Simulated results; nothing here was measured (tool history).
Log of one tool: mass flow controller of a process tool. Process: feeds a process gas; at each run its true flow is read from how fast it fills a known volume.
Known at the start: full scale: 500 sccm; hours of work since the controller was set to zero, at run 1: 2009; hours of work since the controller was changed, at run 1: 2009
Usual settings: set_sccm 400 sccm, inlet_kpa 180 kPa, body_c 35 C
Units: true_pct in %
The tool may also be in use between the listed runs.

run	day	set_sccm	inlet_kpa	body_c	hours of work since the controller was set to zero	hours of work since the controller was changed	true_pct
1	0	400	180	35	2009	2009	99.91
2	2.488	400	180	35	2040	2040	99.78
3	7.021	400	180	35	2095	2095	99.8
# day 7.354: controller's zero set anew
4	10.821	400	180	35	42	2141	99.92
5	13.917	400	180	35	80	2179	100.12
6	16.525	437	151	26	112	2211	100.46
7	20.433	437	247	26	160	2258	101.04
8	25.296	437	247	26	219	2318	101.1
9	29.271	131	233	35	267	2366	100.41
10	33	131	233	35	313	2412	100.42

Forecast each of these 3 alternatives for the next run:
A	35.3	230	211	26	341	2440	?
B	35.3	302	180	26	341	2440	?
C	35.3	396	279	20	341	2440	?

run	true_pct
A	100.82
B	100.56
C	101.72
Without the tool's hidden state the same runs would have given:
run	true_pct
A	99.7
B	99.53
C	100.76

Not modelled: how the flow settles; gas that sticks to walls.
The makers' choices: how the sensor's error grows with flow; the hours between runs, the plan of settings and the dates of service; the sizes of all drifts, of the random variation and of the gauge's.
